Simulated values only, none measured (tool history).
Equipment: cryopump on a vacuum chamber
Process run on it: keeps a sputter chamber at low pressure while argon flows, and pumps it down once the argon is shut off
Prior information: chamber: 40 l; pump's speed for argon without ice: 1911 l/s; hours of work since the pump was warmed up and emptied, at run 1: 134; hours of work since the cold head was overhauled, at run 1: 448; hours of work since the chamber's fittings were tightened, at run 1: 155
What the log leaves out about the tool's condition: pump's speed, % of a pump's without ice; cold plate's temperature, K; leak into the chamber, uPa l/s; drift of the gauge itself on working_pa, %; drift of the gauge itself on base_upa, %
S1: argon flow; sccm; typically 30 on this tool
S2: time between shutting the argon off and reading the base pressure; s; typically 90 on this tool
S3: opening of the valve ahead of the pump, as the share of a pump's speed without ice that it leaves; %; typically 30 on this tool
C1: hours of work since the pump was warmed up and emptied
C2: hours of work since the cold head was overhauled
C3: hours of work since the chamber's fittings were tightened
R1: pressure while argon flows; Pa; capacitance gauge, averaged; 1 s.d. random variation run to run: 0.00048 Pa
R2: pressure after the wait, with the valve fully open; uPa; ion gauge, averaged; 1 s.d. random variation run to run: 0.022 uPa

Run 1, hour 0: usual settings; C1 134; C2 448; C3 155. Result: R1 0.0901 Pa, R2 0.79 uPa.
Run 2, hour 10.6: usual settings; C1 143; C2 456; C3 163. Result: R1 0.0913 Pa, R2 0.74 uPa.
Run 3, hour 24.2: usual settings; C1 153; C2 467; C3 174. Result: R1 0.0907 Pa, R2 0.73 uPa.
Run 4, hour 35.4: usual settings; C1 162; C2 476; C3 183. Result: R1 0.0911 Pa, R2 0.76 uPa.
Run 5, hour 49.3: usual settings; C1 173; C2 487; C3 194. Result: R1 0.092 Pa, R2 0.75 uPa.
Run 6, hour 67.1: usual settings; C1 188; C2 501; C3 208. Result: R1 0.0918 Pa, R2 0.8 uPa.
Run 7, hour 86.4: usual settings but S1 18 sccm; C1 203; C2 517; C3 223. Result: R1 0.0545 Pa, R2 0.78 uPa.
Run 8, hour 106.2: usual settings but S1 18 sccm; C1 219; C2 532; C3 239. Result: R1 0.0548 Pa, R2 0.77 uPa.
Run 9, hour 125.5: usual settings but S1 18 sccm; C1 234; C2 548; C3 254. Result: R1 0.0558 Pa, R2 0.81 uPa.
Run 10, hour 135.1: usual settings but S1 16 sccm, S3 20 %; C1 242; C2 555; C3 262. Result: R1 0.0734 Pa, R2 0.79 uPa.

What will run 11 give?
Run 11, hour 146.2: usual settings but S1 16 sccm, S3 52 %; C1 250; C2 564; C3 271. Result: R1 ?, R2 ?.

Run 11 came out at R1 0.0295 Pa, R2 0.82 uPa.
If the tool had no hidden condition, the same run with the same run-to-run variation would have returned R1 0.0271 Pa, R2 0.65 uPa.
